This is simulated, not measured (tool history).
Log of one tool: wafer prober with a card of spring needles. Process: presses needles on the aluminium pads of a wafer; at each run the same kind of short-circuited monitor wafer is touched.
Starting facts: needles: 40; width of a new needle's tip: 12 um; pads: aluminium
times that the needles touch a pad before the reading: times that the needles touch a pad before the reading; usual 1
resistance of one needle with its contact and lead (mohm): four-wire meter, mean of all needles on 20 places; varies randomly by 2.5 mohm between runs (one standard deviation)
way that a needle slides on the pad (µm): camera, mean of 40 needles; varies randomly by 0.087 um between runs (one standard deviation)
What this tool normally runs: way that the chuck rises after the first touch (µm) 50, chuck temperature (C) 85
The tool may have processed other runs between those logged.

run     day  way that the chuck rises after the first touch (µm)  chuck temperature (C)  times that the needles touch a pad before the reading  resistance of one needle with its contact and lead (mohm)  way that a needle slides on the pad (µm)
  1   0.000                                                   50                     85                                                      1                                                        277                                     13.18
      0.083  -- tips cleaned on abrasive film
      0.400  -- tips cleaned on abrasive film
      0.796  -- tips cleaned on abrasive film
      1.192  -- tips cleaned on abrasive film
      1.588  -- tips cleaned on abrasive film
      1.904  -- tips cleaned on abrasive film
  2   2.188                                                   55                     85                                                      1                                                        277                                     14.42
      2.267  -- tips cleaned on abrasive film
      2.662  -- tips cleaned on abrasive film
      2.983  -- tips cleaned on abrasive film
      3.379  -- tips cleaned on abrasive film
      3.696  -- tips cleaned on abrasive film
      4.092  -- tips cleaned on abrasive film
      4.450  -- tips cleaned on abrasive film
  3   4.450                                                   50                    118                                                      1                                                        290                                     13.36
      4.846  -- tips cleaned on abrasive film
      5.242  -- tips cleaned on abrasive film
      5.638  -- tips cleaned on abrasive film
      6.033  -- tips cleaned on abrasive film
      6.429  -- tips cleaned on abrasive film
      6.825  -- tips cleaned on abrasive film
      7.142  -- tips cleaned on abrasive film
  4   7.150                                                   50                    118                                                      1                                                        289                                     13.21
      7.467  -- tips cleaned on abrasive film
      7.862  -- tips cleaned on abrasive film
      8.179  -- tips cleaned on abrasive film
      8.575  -- tips cleaned on abrasive film
      8.971  -- tips cleaned on abrasive film
      9.367  -- tips cleaned on abrasive film
  5   9.475                                                   50                    118                                                      1                                                        290                                     13.21
      9.712  -- tips cleaned on abrasive film
     10.108  -- tips cleaned on abrasive film
     10.354  -- height of the first contact set anew
     10.517  -- tips cleaned on abrasive film
     10.912  -- tips cleaned on abrasive film
     11.229  -- tips cleaned on abrasive film
     11.625  -- tips cleaned on abrasive film
     12.021  -- tips cleaned on abrasive film
  6  12.175                                                   50                    118                                                      1                                                        292                                     13.16
     12.417  -- tips cleaned on abrasive film
     12.812  -- tips cleaned on abrasive film
     13.208  -- tips cleaned on abrasive film
     13.604  -- tips cleaned on abrasive film
     13.921  -- tips cleaned on abrasive film
     14.317  -- tips cleaned on abrasive film
     14.633  -- tips cleaned on abrasive film
     15.029  -- tips cleaned on abrasive film
  7  15.212                                                   50                     85                                                      2                                                        282                                     13.19
     15.371  -- tips cleaned on abrasive film
     15.688  -- tips cleaned on abrasive film
     16.083  -- tips cleaned on abrasive film
     16.479  -- tips cleaned on abrasive film
     16.875  -- tips cleaned on abrasive film
  8  17.038                                                   61                     85                                                      1                                                        278                                     16.18
     17.200  -- tips cleaned on abrasive film
     17.596  -- tips cleaned on abrasive film
     17.992  -- tips cleaned on abrasive film
     18.388  -- tips cleaned on abrasive film
  9  18.600                                                   61                     85                                                      1                                                        278                                     16.11
     18.762  -- tips cleaned on abrasive film
     19.158  -- tips cleaned on abrasive film
     19.554  -- tips cleaned on abrasive film
     19.950  -- tips cleaned on abrasive film
     20.267  -- tips cleaned on abrasive film
 10  20.529                                                   61                     85                                                      1                                                        281                                     16.07
     20.612  -- tips cleaned on abrasive film
     21.008  -- tips cleaned on abrasive film
     21.325  -- tips cleaned on abrasive film
     21.721  -- tips cleaned on abrasive film
     22.117  -- tips cleaned on abrasive film
     22.512  -- tips cleaned on abrasive film
     22.904  -- tips cleaned on abrasive film
     23.225  -- tips cleaned on abrasive film
     23.621  -- tips cleaned on abrasive film
 11  23.671                                                   67                     85                                                      1                                                        279                                     17.80
     23.988  -- tips cleaned on abrasive film
     24.383  -- tips cleaned on abrasive film
     24.779  -- tips cleaned on abrasive film
     25.096  -- tips cleaned on abrasive film
     25.492  -- tips cleaned on abrasive film
     25.808  -- tips cleaned on abrasive film
 12  25.821                                                   50                    107                                                      1                                                        290                                     13.17
     26.138  -- tips cleaned on abrasive film
     26.533  -- tips cleaned on abrasive film
     26.929  -- tips cleaned on abrasive film
     27.246  -- tips cleaned on abrasive film
 13  27.304                                                   50                    107                                                      1                                                        289                                     13.17
     27.621  -- tips cleaned on abrasive film
     28.017  -- tips cleaned on abrasive film
     28.412  -- tips cleaned on abrasive film
     28.729  -- tips cleaned on abrasive film
     29.075  -- tips cleaned on abrasive film
 14  29.075                                                   53                    110                                                      1                                                        288                                     14.00
     29.467  -- tips cleaned on abrasive film
     29.862  -- tips cleaned on abrasive film
     30.258  -- tips cleaned on abrasive film
     30.654  -- tips cleaned on abrasive film
 15  30.733                                                   50                     60                                                      3                                                        277                                     13.03
     30.971  -- tips cleaned on abrasive film
     31.367  -- tips cleaned on abrasive film
     31.688  -- tips cleaned on abrasive film
     32.079  -- tips cleaned on abrasive film
     32.475  -- tips cleaned on abrasive film
 16  32.592                                                   42                    110                                                      2                                                        292                                     11.16
     32.683  -- height of the first contact set anew
     32.846  -- tips cleaned on abrasive film
     33.242  -- tips cleaned on abrasive film
     33.558  -- tips cleaned on abrasive film
     33.954  -- tips cleaned on abrasive film
     34.350  -- tips cleaned on abrasive film
     34.746  -- tips cleaned on abrasive film
     35.088  -- tips cleaned on abrasive film
 17  35.088                                                   42                    110                                                      2                                                        285                                     11.10
     35.404  -- tips cleaned on abrasive film
     35.800  -- tips cleaned on abrasive film
     36.196  -- tips cleaned on abrasive film
     36.592  -- tips cleaned on abrasive film
     36.983  -- tips cleaned on abrasive film
 18  37.079                                                   50                     35                                                      2                                                        267                                     13.18
     37.317  -- tips cleaned on abrasive film
     37.712  -- tips cleaned on abrasive film
     38.108  -- tips cleaned on abrasive film
     38.504  -- tips cleaned on abrasive film
     38.821  -- tips cleaned on abrasive film
     39.217  -- tips cleaned on abrasive film
     39.533  -- tips cleaned on abrasive film
     39.929  -- tips cleaned on abrasive film
 19  40.046                                                   49                     87                                                      1                                                        278                                     12.95

The next listed run, before its measurement:
     40.283  -- tips cleaned on abrasive film
     40.600  -- tips cleaned on abrasive film
     40.917  -- tips cleaned on abrasive film
     41.312  -- tips cleaned on abrasive film
     41.708  -- tips cleaned on abrasive film
     42.104  -- tips cleaned on abrasive film
 20  42.158                                                   35                     85                                                      1                                                          ?                                         ?

{"run 20": {"resistance of one needle with its contact and lead (mohm)": 289, "way that a needle slides on the pad (µm)": 9.2}}
Had the tool carried no hidden state, the very same run would have given resistance of one needle with its contact and lead (mohm) 289, way that a needle slides on the pad (µm) 9.21.

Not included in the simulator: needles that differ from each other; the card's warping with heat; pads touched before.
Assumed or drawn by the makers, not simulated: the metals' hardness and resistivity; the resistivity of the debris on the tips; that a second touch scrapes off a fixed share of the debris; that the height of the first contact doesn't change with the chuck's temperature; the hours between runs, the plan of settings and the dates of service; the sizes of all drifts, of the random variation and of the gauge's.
